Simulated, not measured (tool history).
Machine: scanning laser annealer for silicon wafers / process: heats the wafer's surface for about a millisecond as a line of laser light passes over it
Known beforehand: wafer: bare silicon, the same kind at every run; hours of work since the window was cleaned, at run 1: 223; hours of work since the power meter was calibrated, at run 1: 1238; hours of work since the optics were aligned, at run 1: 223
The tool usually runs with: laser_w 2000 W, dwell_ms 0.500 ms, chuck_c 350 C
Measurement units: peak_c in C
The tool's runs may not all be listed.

run,hour,laser_w,dwell_ms,chuck_c,hours of work since the window was cleaned,hours of work since the power meter was calibrated,hours of work since the optics were aligned,peak_c
1,0.0,2000,0.500,350,223,1238,223,1146
2,34.8,2000,0.500,350,249,1264,249,1147
3,72.2,2000,0.397,350,277,1292,277,1063
4,97.9,2000,0.585,350,296,1312,296,1199
# hour 108.3: window over the wafer cleaned
5,139.6,2000,0.585,350,24,1342,326,1233
6,198.7,2000,0.500,350,68,1386,371,1169
7,240.1,2000,0.500,350,99,1417,402,1163
8,272.4,2000,0.500,350,123,1441,426,1158
9,325.7,2000,0.500,350,164,1482,466,1152
10,376.8,2000,0.500,350,202,1520,505,1147
11,420.8,2000,0.500,350,235,1553,538,1140
12,445.3,1779,0.500,350,253,1571,556,1039
13,477.2,1783,0.500,350,278,1596,580,1036
14,502.0,1783,0.500,350,296,1614,599,1035
# hour 513.5: window over the wafer cleaned
15,562.7,1783,0.500,350,37,1658,643,1063
16,595.8,1809,0.358,387,62,1683,668,1009
17,648.4,1851,0.600,350,101,1723,707,1154
18,696.9,2000,0.559,378,138,1759,744,1224
19,721.9,1950,0.500,350,157,1778,763,1126
20,762.3,1950,0.497,363,187,1808,793,1133
21,790.5,2000,0.384,385,208,1830,814,1089
22,822.1,1850,0.468,324,232,1853,838,1025
23,849.5,1850,0.468,324,253,1874,859,1018
24,902.1,2000,0.609,350,292,1914,898,1204
# hour 918.6: window over the wafer cleaned
25,930.2,2000,0.358,310,9,1933,918,1007
26,966.9,2000,0.358,310,36,1961,945,1003

What if the next run were any one of these 5? Each begins from the tool's condition after run 26:
A,1018.2,2142,0.513,371,75,1999,984,?
B,1018.2,2000,0.500,366,75,1999,984,?
C,1018.2,1916,0.388,319,75,1999,984,?
D,1018.2,1717,0.358,310,75,1999,984,?
E,1018.2,2000,0.368,318,75,1999,984,?

run,peak_c
A,1252
B,1173
C,1003
D,887
E,1021
With the hidden condition removed and each run's random variation left untouched, the same runs would have given:
run,peak_c
A,1280
B,1199
C,1024
D,906
E,1043

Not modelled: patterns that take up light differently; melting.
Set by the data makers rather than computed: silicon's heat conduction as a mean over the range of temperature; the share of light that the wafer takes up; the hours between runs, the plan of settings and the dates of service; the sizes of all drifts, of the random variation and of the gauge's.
